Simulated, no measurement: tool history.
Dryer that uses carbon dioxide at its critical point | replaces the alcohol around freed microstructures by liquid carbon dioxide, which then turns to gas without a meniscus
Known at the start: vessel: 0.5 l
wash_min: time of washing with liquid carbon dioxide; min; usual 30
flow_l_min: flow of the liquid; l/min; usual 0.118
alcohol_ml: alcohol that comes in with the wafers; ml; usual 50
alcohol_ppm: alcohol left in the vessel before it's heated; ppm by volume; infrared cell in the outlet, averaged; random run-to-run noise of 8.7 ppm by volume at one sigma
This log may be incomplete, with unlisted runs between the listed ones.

run 1 hour=0 | wash_min=30 flow_l_min=0.118 alcohol_ml=50 | alcohol_ppm=701
run 2 hour=9.3 | wash_min=30 flow_l_min=0.106 alcohol_ml=50 | alcohol_ppm=1178
run 3 hour=19.8 | wash_min=30 flow_l_min=0.106 alcohol_ml=50 | alcohol_ppm=1153
run 4 hour=30.3 | wash_min=30 flow_l_min=0.102 alcohol_ml=50 | alcohol_ppm=1383
run 5 hour=45.6 | wash_min=30 flow_l_min=0.102 alcohol_ml=50 | alcohol_ppm=1429
run 6 hour=61.4 | wash_min=30 flow_l_min=0.101 alcohol_ml=50 | alcohol_ppm=1522
run 7 hour=79 | wash_min=30 flow_l_min=0.101 alcohol_ml=50 | alcohol_ppm=1533
run 8 hour=96 | wash_min=30 flow_l_min=0.101 alcohol_ml=90 | alcohol_ppm=2677
run 9 hour=113.2 | wash_min=30 flow_l_min=0.118 alcohol_ml=45 | alcohol_ppm=690
run 10 hour=125 | wash_min=30 flow_l_min=0.118 alcohol_ml=58 | alcohol_ppm=849
run 11 hour=136.2 | wash_min=30 flow_l_min=0.102 alcohol_ml=50 | alcohol_ppm=1526
run 12 hour=150.6 | wash_min=30 flow_l_min=0.102 alcohol_ml=50 | alcohol_ppm=1536
run 13 hour=161.9 | wash_min=30 flow_l_min=0.118 alcohol_ml=50 | alcohol_ppm=762
run 14 hour=173.5 | wash_min=30 flow_l_min=0.118 alcohol_ml=50 | alcohol_ppm=793
run 15 hour=183 | wash_min=30 flow_l_min=0.118 alcohol_ml=50 | alcohol_ppm=824
run 16 hour=198.4 | wash_min=30 flow_l_min=0.118 alcohol_ml=27 | alcohol_ppm=478
run 17 hour=211.5 | wash_min=30 flow_l_min=0.118 alcohol_ml=91 | alcohol_ppm=1460
run 18 hour=220.3 | wash_min=30 flow_l_min=0.118 alcohol_ml=91 | alcohol_ppm=1441
run 19 hour=229.8 | wash_min=30 flow_l_min=0.118 alcohol_ml=91 | alcohol_ppm=1496
run 20 hour=241.9 | wash_min=30 flow_l_min=0.118 alcohol_ml=50 | alcohol_ppm=843
run 21 hour=250 | wash_min=30 flow_l_min=0.094 alcohol_ml=50 | alcohol_ppm=2316
run 22 hour=267.3 | wash_min=30 flow_l_min=0.094 alcohol_ml=50 | alcohol_ppm=2337
run 23 hour=278 | wash_min=30 flow_l_min=0.094 alcohol_ml=50 | alcohol_ppm=2278
run 24 hour=287 | wash_min=30 flow_l_min=0.094 alcohol_ml=50 | alcohol_ppm=2311
run 25 hour=295.6 | wash_min=35 flow_l_min=0.189 alcohol_ml=50 | alcohol_ppm=77
run 26 hour=305.8 | wash_min=35 flow_l_min=0.189 alcohol_ml=50 | alcohol_ppm=77
run 27 hour=316.5 | wash_min=21 flow_l_min=0.198 alcohol_ml=91 | alcohol_ppm=605
run 28 hour=329.2 | wash_min=30 flow_l_min=0.086 alcohol_ml=83 | alcohol_ppm=5535
run 29 hour=344.4 | wash_min=22 flow_l_min=0.119 alcohol_ml=25 | alcohol_ppm=1528
run 30 hour=352.4 | wash_min=22 flow_l_min=0.119 alcohol_ml=25 | alcohol_ppm=1569
run 31 hour=363.9 | wash_min=21 flow_l_min=0.136 alcohol_ml=60 | alcohol_ppm=2593
run 32 hour=375.8 | wash_min=21 flow_l_min=0.136 alcohol_ml=60 | alcohol_ppm=2544
run 33 hour=383.1 | wash_min=21 flow_l_min=0.136 alcohol_ml=60 | alcohol_ppm=2578
run 34 hour=393.3 | wash_min=37 flow_l_min=0.118 alcohol_ml=50 | alcohol_ppm=364
run 35 hour=404.8 | wash_min=27 flow_l_min=0.091 alcohol_ml=33 | alcohol_ppm=2736
run 36 hour=415.8 | wash_min=30 flow_l_min=0.131 alcohol_ml=54 | alcohol_ppm=633
run 37 hour=432 | wash_min=33 flow_l_min=0.078 alcohol_ml=55 | alcohol_ppm=3988
run 38 hour=445.3 | wash_min=33 flow_l_min=0.139 alcohol_ml=49 | alcohol_ppm=281
run 39 hour=456.2 | wash_min=33 flow_l_min=0.139 alcohol_ml=49 | alcohol_ppm=304
run 40 hour=473.2 | wash_min=33 flow_l_min=0.139 alcohol_ml=49 | alcohol_ppm=292
run 41 hour=483.1 | wash_min=20 flow_l_min=0.115 alcohol_ml=26 | alcohol_ppm=2548
run 42 hour=496.5 | wash_min=20 flow_l_min=0.115 alcohol_ml=26 | alcohol_ppm=2649
run 43 hour=510.1 | wash_min=23 flow_l_min=0.118 alcohol_ml=113 | alcohol_ppm=6501
run 44 hour=526 | wash_min=23 flow_l_min=0.118 alcohol_ml=113 | alcohol_ppm=6619
run 45 hour=542.1 | wash_min=23 flow_l_min=0.118 alcohol_ml=113 | alcohol_ppm=6727
run 46 hour=551.7 | wash_min=23 flow_l_min=0.118 alcohol_ml=70 | alcohol_ppm=4213
run 47 hour=559.5 | wash_min=19 flow_l_min=0.118 alcohol_ml=43 | alcohol_ppm=4633

4 ways to go on from here, each from the tool as it stands after run 47. What would each give?
run A hour=573.5 | wash_min=19 flow_l_min=0.118 alcohol_ml=75 | alcohol_ppm=?
run B hour=573.5 | wash_min=44 flow_l_min=0.104 alcohol_ml=43 | alcohol_ppm=?
run C hour=573.5 | wash_min=41 flow_l_min=0.1 alcohol_ml=43 | alcohol_ppm=?
run D hour=573.5 | wash_min=30 flow_l_min=0.153 alcohol_ml=24 | alcohol_ppm=?

run=A alcohol_ppm=8118
run=B alcohol_ppm=332
run=C alcohol_ppm=532
run=D alcohol_ppm=202
Without the tool's unlogged condition, the same runs would have read:
run=A alcohol_ppm=4972
run=B alcohol_ppm=104
run=C alcohol_ppm=192
run=D alcohol_ppm=48

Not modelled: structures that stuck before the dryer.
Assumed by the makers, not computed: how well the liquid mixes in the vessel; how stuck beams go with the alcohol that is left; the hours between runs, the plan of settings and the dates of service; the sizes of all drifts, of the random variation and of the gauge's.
